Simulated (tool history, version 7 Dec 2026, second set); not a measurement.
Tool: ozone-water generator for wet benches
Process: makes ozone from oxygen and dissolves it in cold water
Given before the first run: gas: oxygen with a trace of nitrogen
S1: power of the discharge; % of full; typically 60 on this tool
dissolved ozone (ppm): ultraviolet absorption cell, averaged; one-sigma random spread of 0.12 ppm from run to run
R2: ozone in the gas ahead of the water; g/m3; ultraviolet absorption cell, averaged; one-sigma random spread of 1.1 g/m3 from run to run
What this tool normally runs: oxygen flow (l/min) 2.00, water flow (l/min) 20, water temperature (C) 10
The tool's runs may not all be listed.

{"run": 1, "hour": 0.0, "S1": 60, "oxygen flow (l/min)": 2.0, "water flow (l/min)": 20, "water temperature (C)": 10, "dissolved ozone (ppm)": 10.0, "R2": 199.3}
{"run": 2, "hour": 29.5, "S1": 60, "oxygen flow (l/min)": 2.0, "water flow (l/min)": 20, "water temperature (C)": 10, "dissolved ozone (ppm)": 10.1, "R2": 199.9}
{"run": 3, "hour": 56.8, "S1": 60, "oxygen flow (l/min)": 2.0, "water flow (l/min)": 20, "water temperature (C)": 10, "dissolved ozone (ppm)": 10.1, "R2": 201.0}
{"run": 4, "hour": 89.0, "S1": 60, "oxygen flow (l/min)": 2.0, "water flow (l/min)": 20, "water temperature (C)": 10, "dissolved ozone (ppm)": 10.1, "R2": 200.9}
{"run": 5, "hour": 102.9, "S1": 60, "oxygen flow (l/min)": 2.0, "water flow (l/min)": 20, "water temperature (C)": 10, "dissolved ozone (ppm)": 10.1, "R2": 199.2}
{"run": 6, "hour": 127.1, "S1": 60, "oxygen flow (l/min)": 2.0, "water flow (l/min)": 20, "water temperature (C)": 10, "dissolved ozone (ppm)": 10.1, "R2": 198.8}
{"run": 7, "hour": 153.8, "S1": 60, "oxygen flow (l/min)": 2.0, "water flow (l/min)": 20, "water temperature (C)": 10, "dissolved ozone (ppm)": 10.0, "R2": 199.3}
{"run": 8, "hour": 174.4, "S1": 53, "oxygen flow (l/min)": 2.27, "water flow (l/min)": 20, "water temperature (C)": 10, "dissolved ozone (ppm)": 9.9, "R2": 174.2}
{"run": 9, "hour": 188.6, "S1": 53, "oxygen flow (l/min)": 2.27, "water flow (l/min)": 20, "water temperature (C)": 10, "dissolved ozone (ppm)": 9.7, "R2": 176.9}
{"run": 10, "hour": 220.1, "S1": 53, "oxygen flow (l/min)": 2.27, "water flow (l/min)": 20, "water temperature (C)": 10, "dissolved ozone (ppm)": 9.8, "R2": 176.1}
{"run": 11, "hour": 242.4, "S1": 53, "oxygen flow (l/min)": 2.27, "water flow (l/min)": 20, "water temperature (C)": 14, "dissolved ozone (ppm)": 9.5, "R2": 176.5}
{"run": 12, "hour": 258.7, "S1": 75, "oxygen flow (l/min)": 1.39, "water flow (l/min)": 19, "water temperature (C)": 5, "dissolved ozone (ppm)": 10.9, "R2": 272.0}
{"run": 13, "hour": 283.3, "S1": 46, "oxygen flow (l/min)": 1.64, "water flow (l/min)": 20, "water temperature (C)": 10, "dissolved ozone (ppm)": 8.0, "R2": 187.9}

Estimate the outcome of run 14 from the log above:
{"run": 14, "hour": 300.5, "S1": 46, "oxygen flow (l/min)": 1.64, "water flow (l/min)": 20, "water temperature (C)": 10, "dissolved ozone (ppm)": "?", "R2": "?"}

Logged for run 14: dissolved ozone (ppm) 8.1, R2 187.3 g/m3.
The same run, on a tool lacking any hidden state, would have yielded dissolved ozone (ppm) 8.1, R2 187.3 g/m3.
